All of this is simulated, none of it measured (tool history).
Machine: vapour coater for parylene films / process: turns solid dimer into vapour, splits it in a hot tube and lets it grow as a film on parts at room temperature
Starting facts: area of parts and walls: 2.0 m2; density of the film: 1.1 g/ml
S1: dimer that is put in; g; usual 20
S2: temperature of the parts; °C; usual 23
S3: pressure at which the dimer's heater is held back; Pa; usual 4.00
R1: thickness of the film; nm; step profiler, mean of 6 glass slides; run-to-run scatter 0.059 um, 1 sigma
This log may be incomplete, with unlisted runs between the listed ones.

{"run": 1, "hour": 0.0, "S1": 20, "S2": 23, "S3": 4.0, "R1": 6300}
{"run": 2, "hour": 15.5, "S1": 20, "S2": 23, "S3": 4.0, "R1": 6220}
{"run": 3, "hour": 26.0, "S1": 20, "S2": 23, "S3": 4.0, "R1": 6190}
{"run": 4, "hour": 42.1, "S1": 20, "S2": 18, "S3": 4.0, "R1": 6830}
{"run": 5, "hour": 63.1, "S1": 20, "S2": 23, "S3": 9.52, "R1": 5630}
{"run": 6, "hour": 75.9, "S1": 20, "S2": 29, "S3": 4.0, "R1": 5450}
{"run": 7, "hour": 96.9, "S1": 20, "S2": 23, "S3": 5.21, "R1": 5850}
{"run": 8, "hour": 122.1, "S1": 20, "S2": 23, "S3": 5.21, "R1": 6680}
{"run": 9, "hour": 133.1, "S1": 29, "S2": 21, "S3": 4.0, "R1": 10290}
{"run": 10, "hour": 154.7, "S1": 18, "S2": 23, "S3": 4.0, "R1": 6220}
{"run": 11, "hour": 167.2, "S1": 18, "S2": 25, "S3": 4.0, "R1": 5880}
{"run": 12, "hour": 185.6, "S1": 9, "S2": 17, "S3": 8.35, "R1": 3170}
{"run": 13, "hour": 197.5, "S1": 18, "S2": 31, "S3": 2.65, "R1": 5420}

Withheld: 1 entry from between the runs. Position of each, and hidden state at the listed run before versus the listed run after:
After run 7, before run 8: trap's valve overhauled (hour 113.9)
  vapour lost through the trap's worn valve, %: 14.3 -> 0.5; true temperature of the parts over the reading, C: 0.15 -> 0.16
  measured value less the no-hidden-state value, R1: -990 -> -50 nm
